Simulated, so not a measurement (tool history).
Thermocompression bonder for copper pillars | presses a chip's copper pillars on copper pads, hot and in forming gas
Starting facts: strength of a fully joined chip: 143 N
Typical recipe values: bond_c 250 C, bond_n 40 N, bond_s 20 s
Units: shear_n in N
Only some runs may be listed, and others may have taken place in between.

| run | hour | bond_c | bond_n | bond_s | shear_n |
|---|---|---|---|---|---|
| 1 | 0.0 | 250 | 40 | 20 | 90.9 |
| 2 | 31.5 | 250 | 40 | 20 | 90.9 |
| 3 | 55.8 | 250 | 40 | 35 | 104.2 |
| 4 | 84.6 | 250 | 40 | 35 | 101.4 |
| 5 | 107.4 | 250 | 40 | 20 | 98.8 |
| 6 | 134.1 | 250 | 40 | 20 | 99.2 |
| 7 | 158.2 | 250 | 40 | 20 | 96.6 |
| 8 | 183.5 | 250 | 31 | 20 | 89.5 |
| 9 | 204.4 | 250 | 31 | 20 | 85.1 |
| 10 | 229.1 | 250 | 40 | 37 | 109.0 |
| 11 | 248.6 | 250 | 40 | 37 | 106.7 |
| 12 | 264.3 | 250 | 40 | 20 | 93.2 |
| 13 | 280.4 | 250 | 40 | 20 | 91.2 |
| 14 | 293.5 | 249 | 40 | 20 | 89.2 |
| 15 | 314.0 | 249 | 35 | 20 | 82.7 |
| 16 | 331.2 | 249 | 35 | 20 | 83.8 |
| 17 | 352.3 | 249 | 35 | 20 | 82.9 |
| 18 | 369.3 | 249 | 35 | 20 | 93.7 |
| 19 | 386.8 | 249 | 35 | 20 | 90.8 |
| 20 | 402.2 | 250 | 47 | 16 | 96.3 |
| 21 | 425.8 | 250 | 53 | 18 | 101.0 |
| 22 | 454.9 | 250 | 40 | 25 | 98.2 |
| 23 | 475.7 | 231 | 40 | 28 | 86.7 |
| 24 | 497.9 | 250 | 25 | 37 | 93.2 |
| 25 | 525.4 | 250 | 40 | 39 | 104.5 |
| 26 | 553.4 | 244 | 31 | 21 | 79.7 |
| 27 | 573.4 | 223 | 56 | 31 | 90.6 |
| 28 | 601.4 | 261 | 28 | 15 | 75.9 |
| 29 | 615.1 | 244 | 50 | 19 | 88.9 |
| 30 | 633.3 | 250 | 40 | 29 | 107.1 |
| 31 | 658.0 | 248 | 40 | 20 | 93.8 |
| 32 | 686.4 | 272 | 29 | 32 | 111.3 |
| 33 | 717.6 | 230 | 49 | 32 | 97.7 |
| 34 | 736.3 | 233 | 40 | 11 | 65.5 |
| 35 | 762.2 | 233 | 40 | 11 | 63.7 |
| 36 | 787.9 | 221 | 40 | 20 | 69.1 |
| 37 | 805.5 | 250 | 43 | 20 | 92.0 |
| 38 | 828.1 | 234 | 45 | 11 | 65.5 |

Between the runs listed above, the log contained 3 entries, not reproduced here. Where in the sequence does each belong, and how does what the log doesn't record of the tool's condition differ from the listed run before to the listed run after?
After run 4, before run 5: forming gas filter changed (hour 101.2)
  true temperature of the bond over the reading, C: -1.1 -> -1.2; force that reaches the chip, % of what is set: 94.9 -> 94.8; oxide that the forming gas leaves, % of the face: 11.31 -> 0.87
  measured minus no-state result, shear_n: -14.5 -> -3.0 N
After run 17, before run 18: forming gas filter changed (hour 367.0)
  true temperature of the bond over the reading, C: -2.2 -> -2.3; force that reaches the chip, % of what is set: 93.6 -> 93.5; oxide that the forming gas leaves, % of the face: 11.07 -> 0.75
  measured minus no-state result, shear_n: -13.7 -> -4.2 N
After run 29, before run 30: forming gas filter changed (hour 632.8)
  true temperature of the bond over the reading, C: -3.3 -> -3.4; force that reaches the chip, % of what is set: 92.3 -> 92.2; oxide that the forming gas leaves, % of the face: 10.94 -> 0.59
  measured minus no-state result, shear_n: -15.4 -> -5.0 N
